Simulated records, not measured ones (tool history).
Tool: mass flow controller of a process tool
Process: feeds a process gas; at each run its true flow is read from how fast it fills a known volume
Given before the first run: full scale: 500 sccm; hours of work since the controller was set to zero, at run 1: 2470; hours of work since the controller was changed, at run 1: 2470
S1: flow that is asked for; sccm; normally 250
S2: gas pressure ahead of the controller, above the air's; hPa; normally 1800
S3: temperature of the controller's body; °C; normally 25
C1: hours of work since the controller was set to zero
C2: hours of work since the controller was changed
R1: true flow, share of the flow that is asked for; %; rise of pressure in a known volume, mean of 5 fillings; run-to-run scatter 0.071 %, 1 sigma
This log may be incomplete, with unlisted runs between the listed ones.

run,hour,S1,S2,S3,C1,C2,R1
1,0.0,250,1800,25,2470,2470,101.00
2,143.5,250,1800,25,2578,2578,100.92
3,373.8,250,1800,25,2752,2752,101.06
4,502.9,60,1800,25,2850,2850,102.35
5,715.6,60,1800,27,3011,3011,102.01
6,980.0,60,1800,27,3211,3211,102.30
7,1111.6,60,1800,27,3310,3310,102.44
8,1354.2,60,1800,27,3494,3494,102.53
9,1574.5,250,1800,25,3661,3661,101.50
10,1705.4,250,1800,25,3760,3760,101.67
11,1871.9,250,1940,25,3886,3886,101.54
12,2035.4,250,2430,25,4009,4009,102.03
13,2252.2,250,1800,25,4173,4173,101.70
14,2421.0,250,2570,25,4301,4301,102.17
15,2594.1,250,1800,25,4432,4432,101.92
16,2712.3,250,1800,25,4521,4521,101.91
17,2954.8,250,1800,25,4705,4705,101.84
18,3219.2,122,1750,25,4905,4905,102.58
19,3438.1,122,1750,25,5070,5070,102.54
20,3573.3,250,2250,29,5173,5173,101.86
21,3815.0,58,2250,28,5355,5355,104.16
22,4033.1,483,2250,28,5520,5520,102.07
23,4278.9,251,2420,22,5706,5706,103.01
24,4438.0,251,2420,22,5827,5827,103.07
25,4605.4,152,2190,34,5953,5953,102.02
26,4861.8,250,1800,33,6147,6147,101.54
# hour 4928.4: controller's zero set anew
27,5095.6,250,1800,33,126,6324,101.02
28,5301.5,68,1510,29,282,6479,101.71
29,5423.5,327,2040,34,374,6572,101.32
30,5617.1,193,1610,32,521,6718,101.05

Pick out some run-to-run changes in R1. Of each, how much would a tool without hidden state show as well, from the settings, what came in and chance, and how much is left for the hidden state and any gauge scatter not in both results compared?
Hidden state at play: flow at rest that the sensor doesn't see, % of full scale; true flow over the shown one, %; drift of the gauge itself on true_pct, %.
Run 3 -> 4: S1 250 -> 60. R1 +1.29 %: hidden state +1.22, all else +0.07.
Run 8 -> 9: S1 60 -> 250, S3 27 -> 25. R1 -1.03 %: hidden state -1.36, all else +0.33.
Run 20 -> 21: S1 250 -> 58, S3 29 -> 28. R1 +2.30 %: hidden state +2.33, all else -0.03.
Run 21 -> 22: S1 58 -> 483. R1 -2.09 %: hidden state -2.52, all else +0.43.

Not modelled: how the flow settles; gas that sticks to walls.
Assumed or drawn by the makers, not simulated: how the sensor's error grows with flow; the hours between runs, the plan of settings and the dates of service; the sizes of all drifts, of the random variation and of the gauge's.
